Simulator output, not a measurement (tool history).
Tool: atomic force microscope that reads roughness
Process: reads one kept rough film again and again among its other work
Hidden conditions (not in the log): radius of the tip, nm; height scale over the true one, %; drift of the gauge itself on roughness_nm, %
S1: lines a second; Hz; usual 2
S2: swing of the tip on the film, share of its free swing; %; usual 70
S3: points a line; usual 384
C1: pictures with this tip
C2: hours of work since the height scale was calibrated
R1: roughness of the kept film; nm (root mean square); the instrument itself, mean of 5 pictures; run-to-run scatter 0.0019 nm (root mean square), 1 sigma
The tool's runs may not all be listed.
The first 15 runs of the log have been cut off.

run	hour	S1	S2	S3	C1	C2	R1
# hour 210.5: new tip fitted
16	217.6	2	87	291	9	260	0.971
17	237.1	1.97	58	534	34	269	1.035
18	246.1	0.57	85	1005	45	272	1.029
19	254.9	1.3	68	847	56	276	1.032
# hour 257.1: height scale calibrated on a step standard
20	276.8	1.3	68	847	83	8	1.028
21	290.3	1.2	77	328	100	14	1.004
# hour 298.2: height scale calibrated on a step standard, once more
22	310.3	1.2	77	328	124	5	0.998
# hour 329.4: new tip fitted
23	329.6	1.24	58	384	1	13	1.053
24	338.4	1.24	58	384	12	17	1.049
25	351.2	0.65	61	367	28	22	1.047
26	369.2	1.28	74	967	51	29	1.023
27	377.7	1.28	74	967	61	33	1.023
28	390	1.28	64	701	77	38	1.029
29	410.6	3.38	60	701	103	47	1.008
30	423.4	1.54	70	469	119	52	1.008

Here are 4 independent what-if runs from the current tool condition. What would each one return?
A	443.7	2	80	703	145	61	?
B	443.7	1.6	57	554	145	61	?
C	443.7	1.54	70	625	145	61	?
D	443.7	1.07	70	385	145	61	?

run	R1
A	0.973
B	1.018
C	1.006
D	1.008
The same runs, with their run-to-run variation unchanged, on a tool lacking any hidden condition would have given:
run	R1
A	1.003
B	1.049
C	1.037
D	1.039

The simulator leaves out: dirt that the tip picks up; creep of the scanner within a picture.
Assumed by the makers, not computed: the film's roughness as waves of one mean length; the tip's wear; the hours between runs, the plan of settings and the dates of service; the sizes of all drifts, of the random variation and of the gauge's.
